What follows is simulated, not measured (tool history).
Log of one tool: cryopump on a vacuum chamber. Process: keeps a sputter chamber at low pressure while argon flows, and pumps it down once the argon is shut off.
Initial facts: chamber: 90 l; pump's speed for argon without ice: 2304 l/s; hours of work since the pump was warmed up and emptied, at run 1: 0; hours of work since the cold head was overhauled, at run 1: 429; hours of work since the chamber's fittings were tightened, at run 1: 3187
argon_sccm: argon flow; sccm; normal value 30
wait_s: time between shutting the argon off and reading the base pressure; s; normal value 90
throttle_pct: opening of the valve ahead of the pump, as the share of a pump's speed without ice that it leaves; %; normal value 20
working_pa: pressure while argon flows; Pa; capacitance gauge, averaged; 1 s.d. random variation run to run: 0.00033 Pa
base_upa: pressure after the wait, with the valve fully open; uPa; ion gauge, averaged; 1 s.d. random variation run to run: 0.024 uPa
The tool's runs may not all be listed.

| run | hour | argon_sccm | wait_s | throttle_pct | hours of work since the pump was warmed up and emptied | hours of work since the cold head was overhauled | hours of work since the chamber's fittings were tightened | working_pa | base_upa |
|---|---|---|---|---|---|---|---|---|---|
| 1 | 0 | 30 | 90 | 20 | 0 | 429 | 3187 | 0.1107 | 2.22 |
| 2 | 64.4 | 30 | 86 | 20 | 35 | 464 | 3222 | 0.1108 | 2.32 |
| 3 | 117.3 | 30 | 86 | 20 | 63 | 493 | 3250 | 0.1111 | 2.39 |
| 4 | 165.1 | 30 | 86 | 20 | 89 | 518 | 3276 | 0.1114 | 2.34 |
| 5 | 225.3 | 38 | 86 | 20 | 121 | 551 | 3308 | 0.1412 | 2.44 |
|  | 250.5 | leaking fittings of the chamber tightened, without venting |
| 6 | 270.1 | 30 | 90 | 20 | 144 | 574 | 11 | 0.1117 | 0.89 |
| 7 | 311 | 30 | 90 | 20 | 166 | 596 | 32 | 0.1116 | 0.87 |
| 8 | 360.4 | 30 | 90 | 20 | 193 | 622 | 59 | 0.1124 | 0.93 |
| 9 | 408.5 | 33 | 250 | 15 | 218 | 648 | 85 | 0.1641 | 0.47 |
| 10 | 449.7 | 33 | 250 | 15 | 241 | 670 | 107 | 0.1636 | 0.46 |
| 11 | 533.3 | 30 | 26 | 49 | 286 | 715 | 152 | 0.0481 | 2.71 |
| 12 | 613.7 | 30 | 148 | 56 | 329 | 758 | 195 | 0.043 | 0.7 |
| 13 | 699.6 | 14 | 90 | 20 | 375 | 804 | 241 | 0.0531 | 1.01 |
|  | 755.5 | pump warmed up, emptied and cooled again |
| 14 | 780.3 | 14 | 90 | 55 | 13 | 845 | 282 | 0.019 | 0.98 |

Forecast run 15:
| 15 | 828.9 | 14 | 118 | 47 | 39 | 871 | 308 | ? | ? |

Logged for run 15: working_pa 0.0218 Pa, base_upa 0.81 uPa.
Minus the tool's unlogged condition, the same run would have read working_pa 0.0215 Pa, base_upa 0.66 uPa.
